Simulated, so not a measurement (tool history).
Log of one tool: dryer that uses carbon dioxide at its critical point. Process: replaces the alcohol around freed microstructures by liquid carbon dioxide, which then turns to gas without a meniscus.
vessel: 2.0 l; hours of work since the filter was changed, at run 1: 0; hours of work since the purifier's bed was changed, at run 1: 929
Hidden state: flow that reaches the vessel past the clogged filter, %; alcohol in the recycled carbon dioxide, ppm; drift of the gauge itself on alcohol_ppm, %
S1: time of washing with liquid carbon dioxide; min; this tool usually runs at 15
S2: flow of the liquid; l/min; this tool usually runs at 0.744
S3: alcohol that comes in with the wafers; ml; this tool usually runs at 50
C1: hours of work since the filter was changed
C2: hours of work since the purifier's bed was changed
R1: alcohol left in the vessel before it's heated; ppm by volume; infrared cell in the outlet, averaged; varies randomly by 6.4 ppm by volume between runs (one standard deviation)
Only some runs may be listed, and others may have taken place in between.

Run 1, hour 0.0: usual settings; C1 0; C2 929. Result: R1 381 ppm by volume.
Run 2, hour 38.7: usual settings; C1 23; C2 952. Result: R1 390 ppm by volume.
Run 3, hour 92.8: usual settings; C1 56; C2 984. Result: R1 423 ppm by volume.
Run 4, hour 127.5: usual settings; C1 77; C2 1005. Result: R1 445 ppm by volume.
Run 5, hour 185.2: usual settings; C1 111; C2 1040. Result: R1 472 ppm by volume.
Run 6, hour 248.9: usual settings; C1 149; C2 1078. Result: R1 501 ppm by volume.
Run 7, hour 292.1: usual settings but S2 0.650 l/min; C1 175; C2 1104. Result: R1 772 ppm by volume.
At hour 298.7: purifier's bed changed.
Run 8, hour 331.4: usual settings but S2 0.650 l/min; C1 197; C2 20. Result: R1 690 ppm by volume.
Run 9, hour 401.7: usual settings but S2 0.650 l/min; C1 239; C2 62. Result: R1 730 ppm by volume.
At hour 461.2: inlet filter changed.
Run 10, hour 467.7: usual settings but S1 11 min; C1 4; C2 101. Result: R1 931 ppm by volume.
Run 11, hour 511.3: usual settings but S3 109 ml; C1 30; C2 127. Result: R1 637 ppm by volume.
Run 12, hour 542.1: usual settings but S3 109 ml; C1 49; C2 145. Result: R1 676 ppm by volume.
Run 13, hour 579.1: usual settings but S3 109 ml; C1 71; C2 168. Result: R1 726 ppm by volume.
Run 14, hour 635.8: usual settings but S1 11 min, S2 0.552 l/min, S3 109 ml; C1 105; C2 202. Result: R1 5195 ppm by volume.
Run 15, hour 677.5: usual settings but S1 18 min, S2 0.716 l/min, S3 27 ml; C1 130; C2 227. Result: R1 132 ppm by volume.
Run 16, hour 725.5: usual settings but S1 18 min, S2 0.716 l/min, S3 27 ml; C1 159; C2 256. Result: R1 141 ppm by volume.
Run 17, hour 780.2: usual settings but S2 0.503 l/min, S3 94 ml; C1 191; C2 288. Result: R1 2881 ppm by volume.

Forecast run 18:
Run 18, hour 816.4: usual settings but S1 24 min, S2 0.620 l/min; C1 213; C2 310. Result: R1 ?.

R1: 149 ppm by volume
Without the tool's hidden state the same run would have given R1 61 ppm by volume.

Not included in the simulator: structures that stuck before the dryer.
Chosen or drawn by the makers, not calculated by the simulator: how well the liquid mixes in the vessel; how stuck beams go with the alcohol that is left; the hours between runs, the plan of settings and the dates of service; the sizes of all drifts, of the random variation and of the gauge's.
